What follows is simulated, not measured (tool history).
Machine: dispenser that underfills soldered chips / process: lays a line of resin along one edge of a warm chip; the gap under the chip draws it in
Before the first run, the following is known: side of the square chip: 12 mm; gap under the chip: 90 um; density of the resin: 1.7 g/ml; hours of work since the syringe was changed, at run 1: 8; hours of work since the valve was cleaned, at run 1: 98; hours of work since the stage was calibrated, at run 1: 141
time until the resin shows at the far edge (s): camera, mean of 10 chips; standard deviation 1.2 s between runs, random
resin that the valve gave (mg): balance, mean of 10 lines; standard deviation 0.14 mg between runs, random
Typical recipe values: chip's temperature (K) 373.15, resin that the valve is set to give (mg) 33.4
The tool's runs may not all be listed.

| run | hour | chip's temperature (K) | resin that the valve is set to give (mg) | hours of work since the syringe was changed | hours of work since the valve was cleaned | hours of work since the stage was calibrated | time until the resin shows at the far edge (s) | resin that the valve gave (mg) |
|---|---|---|---|---|---|---|---|---|
| 1 | 0.0 | 373.15 | 33.4 | 8 | 98 | 141 | 169.2 | 30.63 |
|  | 1.5 | new syringe of resin |
| 2 | 6.4 | 373.15 | 33.4 | 3 | 102 | 145 | 133.2 | 30.59 |
|  | 15.6 | new syringe of resin |
| 3 | 16.3 | 373.15 | 33.4 | 0 | 109 | 152 | 113.1 | 30.51 |
| 4 | 22.1 | 373.15 | 33.4 | 4 | 113 | 156 | 137.3 | 30.33 |
|  | 29.4 | new syringe of resin |
| 5 | 29.4 | 369.15 | 33.4 | 0 | 118 | 161 | 133.1 | 30.28 |
|  | 35.0 | dispensing valve cleaned and set on the balance |
| 6 | 37.6 | 380.15 | 33.4 | 5 | 2 | 165 | 103.9 | 33.14 |
|  | 43.9 | new syringe of resin |
| 7 | 45.0 | 380.15 | 33.4 | 1 | 7 | 170 | 84.4 | 33.17 |
| 8 | 51.4 | 380.15 | 33.4 | 5 | 11 | 175 | 106.3 | 33.09 |
| 9 | 55.5 | 380.15 | 33.4 | 8 | 14 | 177 | 121.3 | 32.92 |
|  | 57.9 | new syringe of resin |
| 10 | 61.5 | 380.15 | 33.4 | 3 | 18 | 181 | 89.1 | 33.09 |
| 11 | 67.6 | 382.15 | 34.1 | 7 | 22 | 186 | 102.5 | 33.76 |
|  | 71.9 | new syringe of resin |
| 12 | 75.8 | 373.15 | 33.8 | 3 | 27 | 191 | 121.4 | 32.86 |
| 13 | 80.8 | 372.15 | 32.7 | 6 | 31 | 194 | 156.1 | 31.59 |
|  | 85.9 | new syringe of resin |
| 14 | 87.2 | 375.15 | 29.1 | 1 | 35 | 198 | 108.1 | 28.09 |
| 15 | 93.7 | 364.15 | 41.6 | 5 | 39 | 203 | 201.1 | 40.06 |
|  | 99.7 | new syringe of resin |
| 16 | 101.3 | 364.15 | 41.6 | 1 | 44 | 208 | 166.7 | 39.90 |

5 options for the next run, each taken on its own from the tool as it stands now. Forecast them:
| A | 110.1 | 386.15 | 36.0 | 7 | 50 | 214 | ? | ? |
| B | 110.1 | 375.15 | 33.9 | 7 | 50 | 214 | ? | ? |
| C | 110.1 | 360.15 | 33.4 | 7 | 50 | 214 | ? | ? |
| D | 110.1 | 362.15 | 35.2 | 7 | 50 | 214 | ? | ? |
| E | 110.1 | 373.15 | 43.4 | 7 | 50 | 214 | ? | ? |

| run | time until the resin shows at the far edge (s) | resin that the valve gave (mg) |
|---|---|---|
| A | 86.2 | 34.58 |
| B | 140.0 | 32.60 |
| C | 276.1 | 31.91 |
| D | 253.2 | 33.73 |
| E | 150.8 | 41.51 |
The same runs, with their run-to-run variation unchanged, on a tool lacking any hidden condition would have given:
| run | time until the resin shows at the far edge (s) | resin that the valve gave (mg) |
|---|---|---|
| A | 63.3 | 36.05 |
| B | 102.8 | 33.98 |
| C | 203.7 | 33.27 |
| D | 187.1 | 35.16 |
| E | 111.6 | 43.28 |
